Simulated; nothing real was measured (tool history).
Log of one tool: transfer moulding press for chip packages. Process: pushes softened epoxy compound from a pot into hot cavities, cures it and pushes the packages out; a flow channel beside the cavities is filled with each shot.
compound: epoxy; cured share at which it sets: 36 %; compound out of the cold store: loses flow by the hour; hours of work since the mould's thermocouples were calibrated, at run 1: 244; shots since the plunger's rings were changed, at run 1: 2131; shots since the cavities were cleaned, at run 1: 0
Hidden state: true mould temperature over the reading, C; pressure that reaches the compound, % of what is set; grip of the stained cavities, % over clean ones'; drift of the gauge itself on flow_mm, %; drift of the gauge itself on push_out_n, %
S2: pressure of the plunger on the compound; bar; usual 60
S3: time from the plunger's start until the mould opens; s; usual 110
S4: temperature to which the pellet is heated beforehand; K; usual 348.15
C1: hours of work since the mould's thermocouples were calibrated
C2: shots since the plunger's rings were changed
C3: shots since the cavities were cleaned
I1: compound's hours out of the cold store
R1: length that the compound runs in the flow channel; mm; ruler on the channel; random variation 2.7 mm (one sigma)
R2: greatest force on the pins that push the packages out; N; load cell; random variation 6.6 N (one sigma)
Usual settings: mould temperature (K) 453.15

{"run": 1, "hour": 0.0, "mould temperature (K)": 453.15, "S2": 60, "S3": 110, "S4": 348.15, "C1": 244, "C2": 2131, "C3": 0, "I1": 29.9, "R1": 693, "R2": 260}
{"run": 2, "hour": 15.2, "mould temperature (K)": 453.15, "S2": 60, "S3": 110, "S4": 348.15, "C1": 252, "C2": 2285, "C3": 154, "I1": 17.4, "R1": 720, "R2": 313}
{"run": 3, "hour": 28.4, "mould temperature (K)": 453.15, "S2": 60, "S3": 110, "S4": 348.15, "C1": 260, "C2": 2420, "C3": 289, "I1": 43.4, "R1": 656, "R2": 326}
{"run": 4, "hour": 54.2, "mould temperature (K)": 453.15, "S2": 60, "S3": 110, "S4": 348.15, "C1": 274, "C2": 2682, "C3": 551, "I1": 44.7, "R1": 647, "R2": 361}
{"run": 5, "hour": 66.9, "mould temperature (K)": 453.15, "S2": 60, "S3": 110, "S4": 348.15, "C1": 281, "C2": 2810, "C3": 679, "I1": 21.2, "R1": 709, "R2": 379}
{"hour": 79.1, "done": "cavities cleaned with cleaning compound and waxed"}
{"run": 6, "hour": 92.8, "mould temperature (K)": 453.15, "S2": 60, "S3": 110, "S4": 357.15, "C1": 294, "C2": 3059, "C3": 139, "I1": 22.1, "R1": 704, "R2": 293}
{"run": 7, "hour": 110.4, "mould temperature (K)": 453.15, "S2": 60, "S3": 110, "S4": 357.15, "C1": 304, "C2": 3237, "C3": 317, "I1": 10, "R1": 739, "R2": 332}
{"run": 8, "hour": 128.2, "mould temperature (K)": 453.15, "S2": 60, "S3": 110, "S4": 357.15, "C1": 314, "C2": 3418, "C3": 498, "I1": 20.2, "R1": 705, "R2": 353}
{"run": 9, "hour": 145.2, "mould temperature (K)": 453.15, "S2": 60, "S3": 110, "S4": 357.15, "C1": 323, "C2": 3591, "C3": 671, "I1": 15.3, "R1": 717, "R2": 392}
{"hour": 153.5, "done": "mould's thermocouples calibrated"}
{"hour": 160.1, "done": "cavities cleaned with cleaning compound and waxed"}
{"run": 10, "hour": 172.8, "mould temperature (K)": 453.15, "S2": 60, "S3": 110, "S4": 357.15, "C1": 10, "C2": 3835, "C3": 128, "I1": 18.1, "R1": 708, "R2": 301}
{"run": 11, "hour": 194.6, "mould temperature (K)": 453.15, "S2": 60, "S3": 110, "S4": 357.15, "C1": 22, "C2": 4057, "C3": 350, "I1": 46.6, "R1": 631, "R2": 336}
{"run": 12, "hour": 216.8, "mould temperature (K)": 459.15, "S2": 60, "S3": 110, "S4": 348.15, "C1": 34, "C2": 4283, "C3": 576, "I1": 40.6, "R1": 639, "R2": 326}
{"hour": 238.7, "done": "cavities cleaned with cleaning compound and waxed"}
{"run": 13, "hour": 244.0, "mould temperature (K)": 459.15, "S2": 60, "S3": 110, "S4": 348.15, "C1": 48, "C2": 4544, "C3": 54, "I1": 26, "R1": 675, "R2": 263}
{"hour": 263.0, "done": "plunger's sealing rings changed"}
{"run": 14, "hour": 269.6, "mould temperature (K)": 459.15, "S2": 60, "S3": 110, "S4": 348.15, "C1": 61, "C2": 67, "C3": 288, "I1": 39.2, "R1": 670, "R2": 317}
{"run": 15, "hour": 281.6, "mould temperature (K)": 458.15, "S2": 56.8, "S3": 110, "S4": 348.15, "C1": 68, "C2": 189, "C3": 410, "I1": 29.2, "R1": 681, "R2": 312}
{"run": 16, "hour": 302.9, "mould temperature (K)": 453.15, "S2": 60, "S3": 103, "S4": 348.15, "C1": 80, "C2": 406, "C3": 627, "I1": 27.1, "R1": 711, "R2": 398}
{"run": 17, "hour": 314.8, "mould temperature (K)": 455.15, "S2": 69.6, "S3": 101, "S4": 348.15, "C1": 86, "C2": 527, "C3": 748, "I1": 25.5, "R1": 771, "R2": 402}
{"hour": 319.8, "done": "cavities cleaned with cleaning compound and waxed"}
{"run": 18, "hour": 337.3, "mould temperature (K)": 455.15, "S2": 69.6, "S3": 117, "S4": 346.15, "C1": 98, "C2": 740, "C3": 178, "I1": 12.1, "R1": 811, "R2": 292}
{"run": 19, "hour": 361.2, "mould temperature (K)": 453.15, "S2": 64, "S3": 110, "S4": 345.15, "C1": 111, "C2": 983, "C3": 421, "I1": 23.6, "R1": 742, "R2": 354}
{"run": 20, "hour": 377.5, "mould temperature (K)": 460.15, "S2": 65, "S3": 111, "S4": 344.15, "C1": 120, "C2": 1148, "C3": 586, "I1": 47.6, "R1": 670, "R2": 343}
{"run": 21, "hour": 391.8, "mould temperature (K)": 459.15, "S2": 65.2, "S3": 131, "S4": 340.15, "C1": 128, "C2": 1294, "C3": 732, "I1": 40.2, "R1": 690, "R2": 348}
{"hour": 399.2, "done": "cavities cleaned with cleaning compound and waxed"}
{"run": 22, "hour": 418.3, "mould temperature (K)": 459.15, "S2": 65.2, "S3": 131, "S4": 340.15, "C1": 142, "C2": 1548, "C3": 195, "I1": 36.3, "R1": 699, "R2": 281}
{"run": 23, "hour": 442.1, "mould temperature (K)": 448.15, "S2": 65.2, "S3": 131, "S4": 341.15, "C1": 155, "C2": 1789, "C3": 436, "I1": 30.8, "R1": 730, "R2": 353}
{"run": 24, "hour": 464.1, "mould temperature (K)": 448.15, "S2": 65.2, "S3": 131, "S4": 341.15, "C1": 167, "C2": 2012, "C3": 659, "I1": 12, "R1": 784, "R2": 389}
{"hour": 477.8, "done": "cavities cleaned with cleaning compound and waxed"}
{"run": 25, "hour": 489.0, "mould temperature (K)": 455.15, "S2": 58, "S3": 102, "S4": 355.15, "C1": 180, "C2": 2251, "C3": 114, "I1": 25.5, "R1": 685, "R2": 289}
{"run": 26, "hour": 502.0, "mould temperature (K)": 456.15, "S2": 50.3, "S3": 99, "S4": 352.15, "C1": 187, "C2": 2382, "C3": 245, "I1": 16.8, "R1": 656, "R2": 325}
{"run": 27, "hour": 514.9, "mould temperature (K)": 455.15, "S2": 60, "S3": 120, "S4": 355.15, "C1": 195, "C2": 2514, "C3": 377, "I1": 16.2, "R1": 722, "R2": 323}
{"run": 28, "hour": 531.6, "mould temperature (K)": 455.15, "S2": 60, "S3": 120, "S4": 355.15, "C1": 204, "C2": 2683, "C3": 546, "I1": 14, "R1": 729, "R2": 356}

Hidden state or all else? Some run-to-run changes of R1, split into what the settings, what came in and random variation would give without the hidden state, and what is left for the hidden state (with any gauge scatter that isn't in both results):
Run 10 -> 11: no setting changed, nothing entered. R1 -77 mm: hidden state +2, all else -79.
Run 12 -> 13: cavities cleaned with cleaning compound and waxed. R1 +36 mm: hidden state -5, all else +41.
Run 13 -> 14: plunger's sealing rings changed. R1 -5 mm: hidden state +39, all else -44.
Run 24 -> 25: mould temperature (K) 448.15 -> 455.15, S2 65.2 -> 58, S3 131 -> 102, S4 341.15 -> 355.15, cavities cleaned with cleaning compound and waxed. R1 -99 mm: hidden state +1, all else -100.
